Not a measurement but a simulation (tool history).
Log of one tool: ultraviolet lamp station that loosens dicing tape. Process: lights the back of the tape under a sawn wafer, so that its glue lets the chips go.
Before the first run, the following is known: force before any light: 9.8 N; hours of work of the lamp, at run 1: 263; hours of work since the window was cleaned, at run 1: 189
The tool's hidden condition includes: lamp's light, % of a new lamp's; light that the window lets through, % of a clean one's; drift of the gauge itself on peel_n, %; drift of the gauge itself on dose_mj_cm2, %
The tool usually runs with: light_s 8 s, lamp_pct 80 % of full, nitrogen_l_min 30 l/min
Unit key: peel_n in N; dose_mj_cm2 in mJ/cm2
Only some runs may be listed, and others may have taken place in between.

run	hour	light_s	lamp_pct	nitrogen_l_min	hours of work of the lamp	hours of work since the window was cleaned	peel_n	dose_mj_cm2
1	0.0	8	80	30	263	189	0.599	377
2	7.3	8	80	30	268	195	0.590	375
3	14.8	8	80	30	274	201	0.615	369
4	28.3	8	80	30	284	211	0.611	371
5	35.5	8	86	30	290	217	0.511	399
6	41.8	8	80	30	295	222	0.612	371
7	54.4	8	80	30	305	232	0.639	369
8	66.1	8	80	30	314	241	0.631	368
9	73.1	8	80	30	319	246	0.632	372
10	80.7	13	80	30	325	252	0.171	588
11	90.5	13	80	30	332	259	0.163	594
12	101.0	13	80	30	341	267	0.172	593
13	110.4	13	99	30	348	275	0.102	729
14	124.0	8	80	30	358	285	0.656	362
15	135.5	8	80	30	367	294	0.670	363
16	145.0	8	74	30	375	301	0.799	332
17	152.5	8	74	30	380	307	0.796	332
18	165.4	8	80	14	390	317	1.201	361
19	171.6	8	80	14	395	322	1.186	355
20	183.8	8	80	14	405	331	1.199	350
21	194.9	8	80	14	413	340	1.199	357
22	200.8	8	80	14	418	345	1.219	352
23	209.4	8	66	30	424	351	1.061	289
24	217.1	8	66	30	430	357	1.104	291
25	226.7	8	66	30	438	365	1.143	290
26	237.0	12	80	30	446	372	0.232	522
27	247.6	8	96	23	454	381	0.561	421
28	256.5	8	96	23	461	388	0.580	412
29	262.6	5	61	59	465	392	2.125	162
30	274.5	12	88	34	475	401	0.164	569
31	286.0	12	88	34	483	410	0.177	566
32	298.0	12	88	34	493	420	0.179	563
33	309.4	12	88	34	502	428	0.181	565
34	317.6	7	88	34	508	435	0.757	332
35	326.2	8	88	30	515	441	0.605	378
36	331.9	8	88	30	519	446	0.602	371
37	343.0	12	80	9	527	454	0.760	511
38	354.7	12	80	9	536	463	0.786	503
39	365.2	12	80	9	545	471	0.791	505
# hour 376.4: window cleaned of glue's vapour
40	379.0	9	80	30	555	2	0.482	396
41	384.8	9	80	30	559	6	0.536	396
42	394.0	9	80	55	566	14	0.323	393
43	403.0	9	80	55	573	21	0.339	389
44	410.1	9	80	55	579	26	0.336	395

Pick out some run-to-run changes in peel_n. Of each, how much would a tool without hidden state show as well, from the settings, what came in and chance, and how much is left for the hidden state and any gauge scatter not in both results compared?
Run 25 -> 26: light_s 8 -> 12, lamp_pct 66 -> 80. peel_n -0.911 N: hidden state -0.287, all else -0.624.
Run 28 -> 29: light_s 8 -> 5, lamp_pct 96 -> 61, nitrogen_l_min 23 -> 59. peel_n +1.545 N: hidden state +0.331, all else +1.214.
Run 29 -> 30: light_s 5 -> 12, lamp_pct 61 -> 88, nitrogen_l_min 59 -> 34. peel_n -1.961 N: hidden state -0.503, all else -1.458.

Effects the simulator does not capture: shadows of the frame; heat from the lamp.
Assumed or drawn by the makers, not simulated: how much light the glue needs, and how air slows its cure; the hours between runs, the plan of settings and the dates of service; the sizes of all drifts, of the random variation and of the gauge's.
